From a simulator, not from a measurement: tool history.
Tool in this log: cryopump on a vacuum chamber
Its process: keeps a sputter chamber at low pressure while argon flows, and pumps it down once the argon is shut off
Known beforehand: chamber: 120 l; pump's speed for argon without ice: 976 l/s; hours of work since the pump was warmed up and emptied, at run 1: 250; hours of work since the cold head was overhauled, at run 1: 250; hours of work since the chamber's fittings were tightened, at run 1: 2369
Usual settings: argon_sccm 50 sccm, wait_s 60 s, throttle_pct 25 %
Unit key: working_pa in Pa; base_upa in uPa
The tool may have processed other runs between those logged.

run,day,argon_sccm,wait_s,throttle_pct,hours of work since the pump was warmed up and emptied,hours of work since the cold head was overhauled,hours of work since the chamber's fittings were tightened,working_pa,base_upa
1,0,50,60,25,250,250,2369,0.365,3.38
2,1.038,50,60,25,263,263,2382,0.3665,3.46
3,1.779,50,60,25,272,272,2391,0.366,3.44
4,2.983,50,60,25,287,287,2405,0.3667,3.59
5,4.062,50,60,25,300,300,2419,0.3663,3.54
6,5.462,50,60,20,317,317,2436,0.4558,3.63
7,6.825,50,60,20,334,334,2453,0.4586,3.62
8,7.721,50,76,25,345,345,2463,0.3736,3.67
9,8.879,50,60,25,359,359,2478,0.375,3.82
10,9.554,50,116,25,367,367,2486,0.3762,3.54
11,10.554,50,60,25,380,380,2498,0.3761,3.8
12,11.396,50,60,25,390,390,2509,0.3768,3.91
# day 12.2: pump warmed up, emptied and cooled again
13,12.846,50,60,25,8,405,2524,0.3489,3.11
14,13.671,50,60,55,18,415,2534,0.1601,3.18
15,14.746,50,60,30,31,428,2547,0.2907,3.17
16,16.167,49,60,30,49,446,2564,0.2859,3.16
17,16.846,34,60,25,57,454,2573,0.2379,3.21
18,17.604,61,127,43,66,463,2582,0.25,3.01
19,18.433,61,127,43,76,474,2592,0.2513,2.94
20,19.675,22,85,35,92,489,2607,0.1118,3.16
21,20.342,22,85,35,100,497,2616,0.1107,3.15
22,21.25,44,130,25,111,508,2627,0.3106,3.06
23,22.554,44,130,25,127,524,2643,0.3156,3.01
24,23.917,44,130,25,144,541,2659,0.313,3.08
25,24.942,50,199,54,156,553,2672,0.1721,3.11
26,25.812,35,191,18,167,564,2683,0.3455,3.14
27,27.258,55,47,24,185,582,2700,0.4159,3.84
28,28.246,55,47,35,197,594,2713,0.2876,3.76
29,29.442,50,295,25,211,608,2727,0.3607,3.38
30,30.554,24,60,55,225,622,2741,0.0835,3.6
31,31.325,24,60,55,234,632,2750,0.0838,3.77
32,32.529,52,60,25,249,646,2765,0.3797,3.86
33,33.204,52,60,25,258,655,2773,0.3804,3.9

Take each entry between the runs: how does the hidden state at the last listed run before it differ from the hidden state at the first listed run after it?
Run 12 -> run 13: pump warmed up, emptied and cooled again (day 12.2)
  pump's speed, % of a pump's without ice: 74.3 -> 99.1; cold plate's temperature, K: 12.42 -> 12.43; leak into the chamber, uPa l/s: 2391 -> 2403
  measured less the result without the state, working_pa: +0.0308 -> +0.0016 Pa; base_upa: +3.03 -> +2.21 uPa

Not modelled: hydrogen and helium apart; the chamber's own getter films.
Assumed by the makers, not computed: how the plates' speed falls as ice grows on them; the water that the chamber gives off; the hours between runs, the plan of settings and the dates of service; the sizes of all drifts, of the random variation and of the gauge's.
